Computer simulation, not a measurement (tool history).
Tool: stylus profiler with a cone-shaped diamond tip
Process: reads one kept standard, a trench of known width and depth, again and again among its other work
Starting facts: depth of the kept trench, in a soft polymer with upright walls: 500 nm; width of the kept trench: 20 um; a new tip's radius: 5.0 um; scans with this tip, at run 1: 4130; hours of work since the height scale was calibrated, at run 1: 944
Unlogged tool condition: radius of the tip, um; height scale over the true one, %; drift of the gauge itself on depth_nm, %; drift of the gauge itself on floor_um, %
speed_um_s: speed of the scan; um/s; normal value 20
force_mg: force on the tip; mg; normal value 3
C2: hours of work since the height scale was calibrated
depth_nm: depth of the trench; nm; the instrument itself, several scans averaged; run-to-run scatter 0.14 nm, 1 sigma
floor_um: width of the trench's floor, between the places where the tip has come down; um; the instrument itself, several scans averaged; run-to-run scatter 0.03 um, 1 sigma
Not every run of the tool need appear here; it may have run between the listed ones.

Run 1, hour 0: usual settings; scans with this tip 4130; C2 944. Result: depth_nm 506.06 nm, floor_um 14.84 um.
Run 2, hour 36.6: usual settings but force_mg 5.83 mg; scans with this tip 4214; C2 963. Result: depth_nm 508.3 nm, floor_um 14.95 um.
Run 3, hour 84.2: usual settings but force_mg 5.83 mg; scans with this tip 4324; C2 988. Result: depth_nm 508.39 nm, floor_um 14.93 um.
Run 4, hour 120.6: usual settings but speed_um_s 34 um/s, force_mg 5.83 mg; scans with this tip 4408; C2 1007. Result: depth_nm 508.56 nm, floor_um 14.86 um.
Run 5, hour 171.2: usual settings; scans with this tip 4525; C2 1034. Result: depth_nm 506.11 nm, floor_um 14.85 um.
Run 6, hour 195.1: usual settings; scans with this tip 4580; C2 1047. Result: depth_nm 506.38 nm, floor_um 14.79 um.
Run 7, hour 222.1: usual settings; scans with this tip 4642; C2 1061. Result: depth_nm 506.43 nm, floor_um 14.76 um.
Run 8, hour 280.4: usual settings; scans with this tip 4777; C2 1092. Result: depth_nm 506.26 nm, floor_um 14.83 um.
Run 9, hour 311.7: usual settings; scans with this tip 4849; C2 1108. Result: depth_nm 506.35 nm, floor_um 14.78 um.
Run 10, hour 350: usual settings but speed_um_s 5 um/s, force_mg 6.26 mg; scans with this tip 4937; C2 1128. Result: depth_nm 508.96 nm, floor_um 14.79 um.
Run 11, hour 383.6: usual settings but speed_um_s 78 um/s, force_mg 8.02 mg; scans with this tip 5015; C2 1146. Result: depth_nm 510.19 nm, floor_um 14.67 um.
Run 12, hour 414.2: usual settings but speed_um_s 78 um/s, force_mg 8.02 mg; scans with this tip 5086; C2 1162. Result: depth_nm 510.31 nm, floor_um 14.66 um.
Run 13, hour 461.1: usual settings but speed_um_s 11 um/s, force_mg 6.84 mg; scans with this tip 5194; C2 1187. Result: depth_nm 509.47 nm, floor_um 14.78 um.
Run 14, hour 495.9: usual settings but speed_um_s 11 um/s, force_mg 6.84 mg; scans with this tip 5274; C2 1205. Result: depth_nm 509.47 nm, floor_um 14.83 um.
Run 15, hour 546.3: usual settings but speed_um_s 66 um/s, force_mg 1.36 mg; scans with this tip 5390; C2 1232. Result: depth_nm 505.21 nm, floor_um 14.35 um.
Run 16, hour 583.4: usual settings but force_mg 8.21 mg; scans with this tip 5476; C2 1251. Result: depth_nm 510.63 nm, floor_um 14.67 um.
Run 17, hour 616.3: usual settings but force_mg 8.21 mg; scans with this tip 5552; C2 1269. Result: depth_nm 510.69 nm, floor_um 14.66 um.
Run 18, hour 647.8: usual settings but speed_um_s 19 um/s, force_mg 1.05 mg; scans with this tip 5625; C2 1285. Result: depth_nm 504.83 nm, floor_um 14.59 um.

Hidden state or all else? Some run-to-run changes of depth_nm, split into what the settings, what came in and random variation would give without the hidden state, and what is left for the hidden state (with any gauge scatter that isn't in both results):
Run 7 -> 8: nothing adjusted, nothing logged. depth_nm -0.17 nm: hidden state +0.08, all else -0.25.
Run 17 -> 18: speed_um_s 20 -> 19, force_mg 8.21 -> 1.05. depth_nm -5.86 nm: hidden state +0, all else -5.86.

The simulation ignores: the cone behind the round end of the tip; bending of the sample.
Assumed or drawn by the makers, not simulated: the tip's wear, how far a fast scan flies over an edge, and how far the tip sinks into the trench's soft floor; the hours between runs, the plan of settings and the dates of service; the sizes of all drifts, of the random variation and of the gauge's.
